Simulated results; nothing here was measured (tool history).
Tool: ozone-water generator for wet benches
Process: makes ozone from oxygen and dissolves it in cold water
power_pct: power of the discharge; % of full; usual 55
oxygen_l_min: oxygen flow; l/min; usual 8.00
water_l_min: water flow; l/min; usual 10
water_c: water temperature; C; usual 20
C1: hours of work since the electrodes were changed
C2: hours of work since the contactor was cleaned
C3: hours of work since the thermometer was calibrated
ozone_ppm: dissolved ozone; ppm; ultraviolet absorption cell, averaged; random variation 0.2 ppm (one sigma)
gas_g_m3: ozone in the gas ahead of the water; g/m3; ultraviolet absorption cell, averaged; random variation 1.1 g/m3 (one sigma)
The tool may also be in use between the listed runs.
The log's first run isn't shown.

run 2 hour=102.9 | power_pct=55 oxygen_l_min=8.00 water_l_min=10 water_c=20 | C1=688 C2=4003 C3=4439 | ozone_ppm=27.1 gas_g_m3=202.7
-- hour=175.2 water thermometer calibrated
run 3 hour=214.8 | power_pct=55 oxygen_l_min=8.00 water_l_min=10 water_c=20 | C1=759 C2=4074 C3=25 | ozone_ppm=27.2 gas_g_m3=203.6
run 4 hour=272.4 | power_pct=97 oxygen_l_min=8.00 water_l_min=10 water_c=20 | C1=796 C2=4111 C3=62 | ozone_ppm=41.1 gas_g_m3=305.6
run 5 hour=344.0 | power_pct=97 oxygen_l_min=8.00 water_l_min=10 water_c=20 | C1=842 C2=4157 C3=108 | ozone_ppm=41.4 gas_g_m3=309.0
run 6 hour=462.6 | power_pct=97 oxygen_l_min=8.00 water_l_min=10 water_c=20 | C1=918 C2=4233 C3=184 | ozone_ppm=41.1 gas_g_m3=305.7
run 7 hour=553.9 | power_pct=97 oxygen_l_min=8.00 water_l_min=10 water_c=20 | C1=977 C2=4291 C3=243 | ozone_ppm=40.8 gas_g_m3=303.5
run 8 hour=624.4 | power_pct=97 oxygen_l_min=8.00 water_l_min=10 water_c=20 | C1=1022 C2=4337 C3=288 | ozone_ppm=41.0 gas_g_m3=303.8
run 9 hour=716.8 | power_pct=94 oxygen_l_min=8.00 water_l_min=10 water_c=20 | C1=1081 C2=4396 C3=347 | ozone_ppm=39.6 gas_g_m3=299.3
run 10 hour=798.0 | power_pct=55 oxygen_l_min=8.00 water_l_min=10 water_c=21 | C1=1133 C2=4448 C3=399 | ozone_ppm=26.5 gas_g_m3=199.5
run 11 hour=901.4 | power_pct=55 oxygen_l_min=8.00 water_l_min=10 water_c=21 | C1=1199 C2=4514 C3=466 | ozone_ppm=26.1 gas_g_m3=200.7
run 12 hour=995.0 | power_pct=82 oxygen_l_min=8.00 water_l_min=10 water_c=20 | C1=1259 C2=4574 C3=526 | ozone_ppm=35.6 gas_g_m3=269.9
run 13 hour=1091.0 | power_pct=82 oxygen_l_min=8.00 water_l_min=10 water_c=20 | C1=1321 C2=4636 C3=587 | ozone_ppm=35.9 gas_g_m3=269.0
run 14 hour=1153.4 | power_pct=55 oxygen_l_min=8.00 water_l_min=10 water_c=20 | C1=1361 C2=4676 C3=627 | ozone_ppm=26.5 gas_g_m3=199.6
run 15 hour=1213.1 | power_pct=55 oxygen_l_min=8.00 water_l_min=10 water_c=20 | C1=1399 C2=4714 C3=665 | ozone_ppm=26.8 gas_g_m3=201.4
run 16 hour=1278.0 | power_pct=55 oxygen_l_min=8.00 water_l_min=10 water_c=20 | C1=1441 C2=4756 C3=707 | ozone_ppm=26.6 gas_g_m3=199.3
run 17 hour=1329.2 | power_pct=55 oxygen_l_min=8.00 water_l_min=10 water_c=27 | C1=1474 C2=4789 C3=740 | ozone_ppm=22.5 gas_g_m3=200.8
run 18 hour=1379.1 | power_pct=43 oxygen_l_min=4.30 water_l_min=10 water_c=20 | C1=1506 C2=4821 C3=772 | ozone_ppm=22.4 gas_g_m3=205.6
run 19 hour=1451.1 | power_pct=46 oxygen_l_min=9.77 water_l_min=10 water_c=20 | C1=1552 C2=4867 C3=818 | ozone_ppm=23.1 gas_g_m3=163.2
run 20 hour=1541.6 | power_pct=46 oxygen_l_min=9.77 water_l_min=10 water_c=20 | C1=1610 C2=4925 C3=876 | ozone_ppm=22.9 gas_g_m3=162.4
run 21 hour=1622.6 | power_pct=55 oxygen_l_min=8.00 water_l_min=10 water_c=17 | C1=1662 C2=4977 C3=928 | ozone_ppm=28.3 gas_g_m3=201.4

Forecast run 22:
run 22 hour=1713.2 | power_pct=55 oxygen_l_min=5.62 water_l_min=10 water_c=24 | C1=1720 C2=5035 C3=986 | ozone_ppm=? gas_g_m3=?

Run 22 gave ozone_ppm 24.3 ppm, gas_g_m3 224.7 g/m3.
Without the tool's hidden state the same run would have given ozone_ppm 27.0 ppm, gas_g_m3 229.8 g/m3.

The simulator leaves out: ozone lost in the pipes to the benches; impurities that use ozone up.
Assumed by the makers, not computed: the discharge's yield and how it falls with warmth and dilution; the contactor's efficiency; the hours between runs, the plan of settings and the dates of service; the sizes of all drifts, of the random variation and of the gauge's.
